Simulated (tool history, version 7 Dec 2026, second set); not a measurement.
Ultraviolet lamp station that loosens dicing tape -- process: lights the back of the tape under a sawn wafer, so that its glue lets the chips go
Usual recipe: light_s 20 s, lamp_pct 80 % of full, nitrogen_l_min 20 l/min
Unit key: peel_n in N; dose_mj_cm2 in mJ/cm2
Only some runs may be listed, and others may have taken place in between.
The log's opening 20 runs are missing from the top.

run    hour  light_s  lamp_pct  nitrogen_l_min  hours of work of the lamp  hours of work since the window was cleaned  peel_n  dose_mj_cm2
 21   730.8       20        80              20                       1473                                         254   1.042          328
 22   783.4       20        80              20                       1503                                         284   1.161          318
 23   817.9       20        80              20                       1523                                         303   1.190          313
 24   862.6       16        61              25                       1548                                         329   2.439          185
      880.5  -- window cleaned of glue's vapour
 25   900.4       20        79               8                       1569                                          11   1.931          338
 26   940.8       19        86              15                       1592                                          34   1.210          345
 27   994.6       14        60              23                       1622                                          64   2.824          172
 28  1032.1       14        60              23                       1643                                          85   2.892          169
     1037.3  -- lamp changed
 29  1071.8       14        60              23                         19                                         107   1.246          291
 30  1102.3       14        60              23                         37                                         125   1.224          289

Run 31, settings as shown, results not yet in. Your forecast:
 31  1137.5       10        95              20                         57                                         144       ?            ?

peel_n: 1.086 N
dose_mj_cm2: 319 mJ/cm2
Were there no unlogged condition in the tool, this run, its random variation unchanged, would have produced peel_n 0.909 N, dose_mj_cm2 347 mJ/cm2.

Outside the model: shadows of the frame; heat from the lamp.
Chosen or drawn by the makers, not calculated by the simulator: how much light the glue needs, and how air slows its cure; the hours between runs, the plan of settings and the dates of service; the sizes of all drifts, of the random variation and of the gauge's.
